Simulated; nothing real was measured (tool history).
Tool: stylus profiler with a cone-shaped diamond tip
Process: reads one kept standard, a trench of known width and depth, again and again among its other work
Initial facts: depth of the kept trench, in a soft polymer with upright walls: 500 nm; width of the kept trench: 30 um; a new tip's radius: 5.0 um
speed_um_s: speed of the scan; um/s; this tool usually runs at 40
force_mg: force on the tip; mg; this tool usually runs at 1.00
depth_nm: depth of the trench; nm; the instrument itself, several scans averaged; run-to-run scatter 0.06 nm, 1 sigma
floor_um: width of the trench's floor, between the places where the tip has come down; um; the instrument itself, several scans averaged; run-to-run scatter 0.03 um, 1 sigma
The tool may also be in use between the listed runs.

{"run": 1, "day": 0.0, "speed_um_s": 40, "force_mg": 1.0, "depth_nm": 502.89, "floor_um": 25.01}
{"run": 2, "day": 0.296, "speed_um_s": 40, "force_mg": 1.0, "depth_nm": 502.98, "floor_um": 25.03}
{"run": 3, "day": 0.871, "speed_um_s": 40, "force_mg": 1.0, "depth_nm": 502.9, "floor_um": 24.93}
{"run": 4, "day": 1.454, "speed_um_s": 40, "force_mg": 1.0, "depth_nm": 502.97, "floor_um": 24.97}
{"run": 5, "day": 1.871, "speed_um_s": 40, "force_mg": 1.0, "depth_nm": 502.97, "floor_um": 25.0}
{"run": 6, "day": 2.338, "speed_um_s": 40, "force_mg": 1.0, "depth_nm": 503.04, "floor_um": 25.01}
{"run": 7, "day": 2.604, "speed_um_s": 40, "force_mg": 1.0, "depth_nm": 502.9, "floor_um": 24.99}
{"run": 8, "day": 3.167, "speed_um_s": 40, "force_mg": 1.0, "depth_nm": 503.03, "floor_um": 25.04}
{"run": 9, "day": 3.638, "speed_um_s": 40, "force_mg": 1.0, "depth_nm": 503.08, "floor_um": 24.96}
{"run": 10, "day": 4.242, "speed_um_s": 40, "force_mg": 1.0, "depth_nm": 502.94, "floor_um": 24.95}
{"run": 11, "day": 4.646, "speed_um_s": 40, "force_mg": 1.0, "depth_nm": 503.01, "floor_um": 24.97}
{"run": 12, "day": 5.238, "speed_um_s": 40, "force_mg": 1.0, "depth_nm": 502.89, "floor_um": 24.93}
{"run": 13, "day": 5.825, "speed_um_s": 40, "force_mg": 1.0, "depth_nm": 503.02, "floor_um": 24.96}
{"run": 14, "day": 6.2, "speed_um_s": 40, "force_mg": 1.0, "depth_nm": 502.96, "floor_um": 24.9}
{"run": 15, "day": 6.767, "speed_um_s": 40, "force_mg": 1.0, "depth_nm": 503.05, "floor_um": 24.92}
{"run": 16, "day": 7.379, "speed_um_s": 40, "force_mg": 1.0, "depth_nm": 503.06, "floor_um": 25.0}
{"run": 17, "day": 7.842, "speed_um_s": 66, "force_mg": 1.0, "depth_nm": 503.11, "floor_um": 24.74}
{"run": 18, "day": 8.483, "speed_um_s": 66, "force_mg": 1.0, "depth_nm": 502.96, "floor_um": 24.73}
{"run": 19, "day": 8.954, "speed_um_s": 66, "force_mg": 1.0, "depth_nm": 503.13, "floor_um": 24.7}
{"run": 20, "day": 9.583, "speed_um_s": 66, "force_mg": 1.0, "depth_nm": 503.23, "floor_um": 24.68}
{"run": 21, "day": 10.046, "speed_um_s": 40, "force_mg": 2.71, "depth_nm": 505.4, "floor_um": 25.08}
{"run": 22, "day": 10.467, "speed_um_s": 25, "force_mg": 0.38, "depth_nm": 501.9, "floor_um": 24.89}
{"run": 23, "day": 10.954, "speed_um_s": 25, "force_mg": 0.38, "depth_nm": 501.91, "floor_um": 24.92}
{"run": 24, "day": 11.488, "speed_um_s": 68, "force_mg": 0.46, "depth_nm": 502.12, "floor_um": 24.37}
{"run": 25, "day": 12.112, "speed_um_s": 30, "force_mg": 1.77, "depth_nm": 504.26, "floor_um": 25.09}
{"run": 26, "day": 12.612, "speed_um_s": 30, "force_mg": 1.77, "depth_nm": 504.26, "floor_um": 25.04}
{"run": 27, "day": 12.95, "speed_um_s": 30, "force_mg": 1.77, "depth_nm": 504.29, "floor_um": 25.05}
{"run": 28, "day": 13.221, "speed_um_s": 83, "force_mg": 2.77, "depth_nm": 505.64, "floor_um": 24.8}
{"run": 29, "day": 13.579, "speed_um_s": 26, "force_mg": 1.95, "depth_nm": 504.5, "floor_um": 25.1}
{"run": 30, "day": 13.971, "speed_um_s": 40, "force_mg": 1.49, "depth_nm": 503.98, "floor_um": 24.92}
{"run": 31, "day": 14.475, "speed_um_s": 40, "force_mg": 1.49, "depth_nm": 504.04, "floor_um": 24.93}
{"run": 32, "day": 14.792, "speed_um_s": 40, "force_mg": 0.34, "depth_nm": 501.96, "floor_um": 24.62}
{"run": 33, "day": 15.325, "speed_um_s": 40, "force_mg": 0.34, "depth_nm": 501.91, "floor_um": 24.63}
{"run": 34, "day": 15.792, "speed_um_s": 93, "force_mg": 1.0, "depth_nm": 503.2, "floor_um": 24.33}
{"run": 35, "day": 16.433, "speed_um_s": 34, "force_mg": 0.44, "depth_nm": 502.33, "floor_um": 24.74}
{"run": 36, "day": 16.725, "speed_um_s": 18, "force_mg": 0.63, "depth_nm": 502.63, "floor_um": 25.0}
{"run": 37, "day": 17.15, "speed_um_s": 30, "force_mg": 2.06, "depth_nm": 504.78, "floor_um": 25.08}
{"run": 38, "day": 17.679, "speed_um_s": 20, "force_mg": 0.41, "depth_nm": 502.12, "floor_um": 24.9}
{"run": 39, "day": 18.004, "speed_um_s": 20, "force_mg": 0.41, "depth_nm": 502.22, "floor_um": 24.91}
{"run": 40, "day": 18.65, "speed_um_s": 22, "force_mg": 0.65, "depth_nm": 502.67, "floor_um": 25.0}
{"run": 41, "day": 19.254, "speed_um_s": 27, "force_mg": 0.57, "depth_nm": 502.48, "floor_um": 24.86}
{"run": 42, "day": 19.725, "speed_um_s": 27, "force_mg": 0.57, "depth_nm": 502.63, "floor_um": 24.88}

Difference, measured minus no-hidden-state, one row per run. Run-to-run variation is common to both terms; the gauge's own scatter need not be:
Hidden state present: radius of the tip, um; height scale over the true one, %; drift of the gauge itself on depth_nm, %; drift of the gauge itself on floor_um, %.
run=1 depth_nm=+0.45 floor_um=-0.27
run=2 depth_nm=+0.46 floor_um=-0.28
run=3 depth_nm=+0.46 floor_um=-0.28
run=4 depth_nm=+0.48 floor_um=-0.29
run=5 depth_nm=+0.48 floor_um=-0.29
run=6 depth_nm=+0.49 floor_um=-0.29
run=7 depth_nm=+0.49 floor_um=-0.29
run=8 depth_nm=+0.51 floor_um=-0.30
run=9 depth_nm=+0.52 floor_um=-0.31
run=10 depth_nm=+0.53 floor_um=-0.32
run=11 depth_nm=+0.53 floor_um=-0.32
run=12 depth_nm=+0.55 floor_um=-0.32
run=13 depth_nm=+0.56 floor_um=-0.32
run=14 depth_nm=+0.56 floor_um=-0.33
run=15 depth_nm=+0.58 floor_um=-0.33
run=16 depth_nm=+0.59 floor_um=-0.34
run=17 depth_nm=+0.59 floor_um=-0.34
run=18 depth_nm=+0.61 floor_um=-0.35
run=19 depth_nm=+0.62 floor_um=-0.35
run=20 depth_nm=+0.63 floor_um=-0.36
run=21 depth_nm=+0.64 floor_um=-0.36
run=22 depth_nm=+0.64 floor_um=-0.36
run=23 depth_nm=+0.65 floor_um=-0.37
run=24 depth_nm=+0.66 floor_um=-0.37
run=25 depth_nm=+0.67 floor_um=-0.38
run=26 depth_nm=+0.69 floor_um=-0.39
run=27 depth_nm=+0.69 floor_um=-0.39
run=28 depth_nm=+0.70 floor_um=-0.39
run=29 depth_nm=+0.70 floor_um=-0.39
run=30 depth_nm=+0.72 floor_um=-0.39
run=31 depth_nm=+0.72 floor_um=-0.40
run=32 depth_nm=+0.72 floor_um=-0.40
run=33 depth_nm=+0.73 floor_um=-0.41
run=34 depth_nm=+0.74 floor_um=-0.42
run=35 depth_nm=+0.76 floor_um=-0.42
run=36 depth_nm=+0.76 floor_um=-0.42
run=37 depth_nm=+0.77 floor_um=-0.43
run=38 depth_nm=+0.78 floor_um=-0.43
run=39 depth_nm=+0.78 floor_um=-0.43
run=40 depth_nm=+0.80 floor_um=-0.44
run=41 depth_nm=+0.81 floor_um=-0.44
run=42 depth_nm=+0.82 floor_um=-0.44
